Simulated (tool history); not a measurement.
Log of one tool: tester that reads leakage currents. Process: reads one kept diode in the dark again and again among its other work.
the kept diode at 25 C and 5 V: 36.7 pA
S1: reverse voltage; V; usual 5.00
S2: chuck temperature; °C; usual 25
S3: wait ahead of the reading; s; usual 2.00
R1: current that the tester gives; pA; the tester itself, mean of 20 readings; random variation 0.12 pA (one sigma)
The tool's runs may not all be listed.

run    hour     S1  S2    S3      R1
  1     0.0   5.00  25  2.00   35.18
  2    37.1   5.00  25  2.00   35.40
  3    92.8   5.00  25  2.00   35.50
  4   139.5   5.00  25  2.00   35.51
  5   167.8   5.00  25  0.55   37.29
  6   216.1   5.00  25  0.55   37.41
  7   270.9   5.00  53  0.55  259.36
  8   308.2   5.00  53  0.55  261.92
  9   345.3   5.00  53  0.55  259.13
 10   382.2   5.00  53  0.55  261.19
 11   427.7   5.00  53  0.55  260.36
 12   465.3   5.00  53  0.55  259.30
      471.6  -- probe card cleaned and baked
 13   499.1   5.00  53  0.55  260.32
 14   543.1   5.00  53  0.55  259.53
 15   585.0   5.00  25  2.00   36.49
 16   634.7   5.00  25  2.00   36.52
      668.2  -- probe card cleaned and baked, once more
 17   689.8   5.00  25  2.00   32.44
 18   739.9   5.00  25  2.00   32.28
 19   793.1   5.00  25  2.00   32.40
 20   838.0   8.26  25  2.00   40.02
 21   883.2   5.00  25  7.68   31.90
 22   939.4   5.00  25  7.68   32.16
 23   979.5  15.96  25  4.01   52.02
 24  1014.8  15.96  25  4.01   52.24
 25  1068.2   1.83  23  4.01   18.46
 26  1120.1   6.26  25  3.06   35.66
 27  1177.5   6.26  25  3.06   35.83
 28  1222.5   1.39  33  1.47   36.63
 29  1263.5   1.17  57  1.53  187.80
 30  1310.0   5.00  22  2.00   26.14
 31  1363.1   2.25  29  0.43   33.24
 32  1420.6   7.90  24  2.00   37.59
 33  1463.7  10.47  24  0.99   44.13
 34  1515.6  10.47  24  0.99   44.16
 35  1553.2  10.47  24  0.99   44.42
 36  1603.7   5.00  43  6.38  123.38
 37  1650.8   5.00  43  6.38  123.36
     1689.1  -- chuck's temperature calibrated
 38  1707.4   5.00  43  6.38  145.12
 39  1739.1  14.00  25  2.31   62.28

Forecast each of these 3 alternatives for the next run:
  A  1786.4  5.00  21  1.13   ?
  B  1786.4  5.00  25  0.36   ?
  C  1786.4  5.00  25  0.66   ?

run     R1
  A  29.85
  B  42.17
  C  40.69
Without the tool's hidden state the same runs would have given:
run     R1
  A  27.69
  B  40.14
  C  38.65
